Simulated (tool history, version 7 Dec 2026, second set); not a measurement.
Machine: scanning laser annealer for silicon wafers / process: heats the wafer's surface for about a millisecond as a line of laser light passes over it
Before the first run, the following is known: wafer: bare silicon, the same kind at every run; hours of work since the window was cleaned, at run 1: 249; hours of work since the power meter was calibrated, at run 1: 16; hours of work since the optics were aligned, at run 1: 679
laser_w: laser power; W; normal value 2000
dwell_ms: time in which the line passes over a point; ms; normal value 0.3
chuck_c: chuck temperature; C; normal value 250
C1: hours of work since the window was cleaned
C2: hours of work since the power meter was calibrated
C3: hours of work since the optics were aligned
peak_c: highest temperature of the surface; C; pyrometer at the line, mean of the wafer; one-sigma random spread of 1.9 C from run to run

run 1 hour=0 | laser_w=2000 dwell_ms=0.3 chuck_c=250 | C1=249 C2=16 C3=679 | peak_c=1068
run 2 hour=8.6 | laser_w=2000 dwell_ms=0.3 chuck_c=250 | C1=255 C2=23 C3=686 | peak_c=1069
run 3 hour=12.9 | laser_w=2000 dwell_ms=0.3 chuck_c=250 | C1=259 C2=26 C3=689 | peak_c=1070
run 4 hour=22.5 | laser_w=2000 dwell_ms=0.314 chuck_c=250 | C1=266 C2=34 C3=697 | peak_c=1084
run 5 hour=26.4 | laser_w=2000 dwell_ms=0.314 chuck_c=250 | C1=269 C2=37 C3=700 | peak_c=1085
run 6 hour=32.1 | laser_w=2000 dwell_ms=0.314 chuck_c=250 | C1=274 C2=41 C3=704 | peak_c=1086
run 7 hour=37.4 | laser_w=2000 dwell_ms=0.314 chuck_c=250 | C1=278 C2=45 C3=708 | peak_c=1084
run 8 hour=46.1 | laser_w=2000 dwell_ms=0.314 chuck_c=250 | C1=285 C2=52 C3=715 | peak_c=1083
run 9 hour=50.8 | laser_w=2000 dwell_ms=0.3 chuck_c=263 | C1=289 C2=56 C3=719 | peak_c=1078
run 10 hour=59.2 | laser_w=2000 dwell_ms=0.3 chuck_c=263 | C1=295 C2=62 C3=725 | peak_c=1078
run 11 hour=66.3 | laser_w=2000 dwell_ms=0.323 chuck_c=250 | C1=301 C2=68 C3=731 | peak_c=1094
run 12 hour=74.6 | laser_w=2000 dwell_ms=0.323 chuck_c=250 | C1=307 C2=74 C3=737 | peak_c=1093
run 13 hour=83.9 | laser_w=2000 dwell_ms=0.3 chuck_c=250 | C1=314 C2=82 C3=745 | peak_c=1064
run 14 hour=93.4 | laser_w=2000 dwell_ms=0.3 chuck_c=250 | C1=322 C2=89 C3=752 | peak_c=1063
run 15 hour=101.6 | laser_w=2198 dwell_ms=0.3 chuck_c=250 | C1=328 C2=96 C3=759 | peak_c=1140
run 16 hour=108.7 | laser_w=2198 dwell_ms=0.3 chuck_c=250 | C1=334 C2=101 C3=764 | peak_c=1141
run 17 hour=117.1 | laser_w=2198 dwell_ms=0.3 chuck_c=250 | C1=341 C2=108 C3=771 | peak_c=1141
run 18 hour=123.3 | laser_w=2198 dwell_ms=0.3 chuck_c=250 | C1=345 C2=113 C3=776 | peak_c=1137
run 19 hour=128.6 | laser_w=2198 dwell_ms=0.3 chuck_c=250 | C1=350 C2=117 C3=780 | peak_c=1140
run 20 hour=135.6 | laser_w=1973 dwell_ms=0.3 chuck_c=250 | C1=355 C2=122 C3=785 | peak_c=1044
run 21 hour=143.1 | laser_w=1973 dwell_ms=0.3 chuck_c=250 | C1=361 C2=128 C3=791 | peak_c=1047
run 22 hour=148.8 | laser_w=1973 dwell_ms=0.3 chuck_c=283 | C1=365 C2=133 C3=796 | peak_c=1080
run 23 hour=153.5 | laser_w=1973 dwell_ms=0.3 chuck_c=283 | C1=369 C2=136 C3=799 | peak_c=1080
run 24 hour=161.3 | laser_w=1973 dwell_ms=0.3 chuck_c=283 | C1=375 C2=142 C3=805 | peak_c=1080
run 25 hour=166.8 | laser_w=1821 dwell_ms=0.309 chuck_c=283 | C1=379 C2=147 C3=810 | peak_c=1030
run 26 hour=173.5 | laser_w=1821 dwell_ms=0.309 chuck_c=283 | C1=385 C2=152 C3=815 | peak_c=1033
run 27 hour=182.4 | laser_w=2000 dwell_ms=0.236 chuck_c=251 | C1=392 C2=159 C3=822 | peak_c=969
run 28 hour=186.8 | laser_w=1974 dwell_ms=0.3 chuck_c=260 | C1=395 C2=162 C3=825 | peak_c=1054
run 29 hour=194.3 | laser_w=2111 dwell_ms=0.226 chuck_c=277 | C1=401 C2=168 C3=831 | peak_c=1015
run 30 hour=198.2 | laser_w=1749 dwell_ms=0.297 chuck_c=250 | C1=404 C2=171 C3=834 | peak_c=957
run 31 hour=202.3 | laser_w=1749 dwell_ms=0.297 chuck_c=255 | C1=407 C2=175 C3=838 | peak_c=961
run 32 hour=209.4 | laser_w=1990 dwell_ms=0.25 chuck_c=267 | C1=413 C2=180 C3=843 | peak_c=1002
run 33 hour=214.1 | laser_w=1961 dwell_ms=0.259 chuck_c=267 | C1=417 C2=184 C3=847 | peak_c=1003
run 34 hour=220.8 | laser_w=1993 dwell_ms=0.221 chuck_c=252 | C1=422 C2=189 C3=852 | peak_c=941
run 35 hour=229.3 | laser_w=1761 dwell_ms=0.315 chuck_c=234 | C1=429 C2=196 C3=859 | peak_c=964
run 36 hour=237.3 | laser_w=1761 dwell_ms=0.315 chuck_c=234 | C1=435 C2=202 C3=865 | peak_c=960
run 37 hour=244.1 | laser_w=1761 dwell_ms=0.315 chuck_c=234 | C1=440 C2=207 C3=870 | peak_c=964
run 38 hour=252.3 | laser_w=2099 dwell_ms=0.216 chuck_c=272 | C1=447 C2=214 C3=877 | peak_c=987
run 39 hour=259.6 | laser_w=2099 dwell_ms=0.216 chuck_c=272 | C1=452 C2=220 C3=882 | peak_c=986
run 40 hour=266.1 | laser_w=2099 dwell_ms=0.216 chuck_c=272 | C1=457 C2=225 C3=888 | peak_c=988
run 41 hour=274 | laser_w=2031 dwell_ms=0.3 chuck_c=226 | C1=464 C2=231 C3=894 | peak_c=1037
run 42 hour=282.8 | laser_w=1913 dwell_ms=0.301 chuck_c=236 | C1=470 C2=238 C3=901 | peak_c=1005

Each row is a separate what-if for the run after 42, all from the same tool condition, not one after another. Results?
run A hour=286.8 | laser_w=2135 dwell_ms=0.286 chuck_c=243 | C1=474 C2=241 C3=904 | peak_c=?
run B hour=286.8 | laser_w=1827 dwell_ms=0.364 chuck_c=227 | C1=474 C2=241 C3=904 | peak_c=?
run C hour=286.8 | laser_w=2059 dwell_ms=0.224 chuck_c=282 | C1=474 C2=241 C3=904 | peak_c=?

run=A peak_c=1074
run=B peak_c=1035
run=C peak_c=996
Take away the tool's hidden state, keep each run's random variation, and the runs would have read:
run=A peak_c=1114
run=B peak_c=1073
run=C peak_c=1029
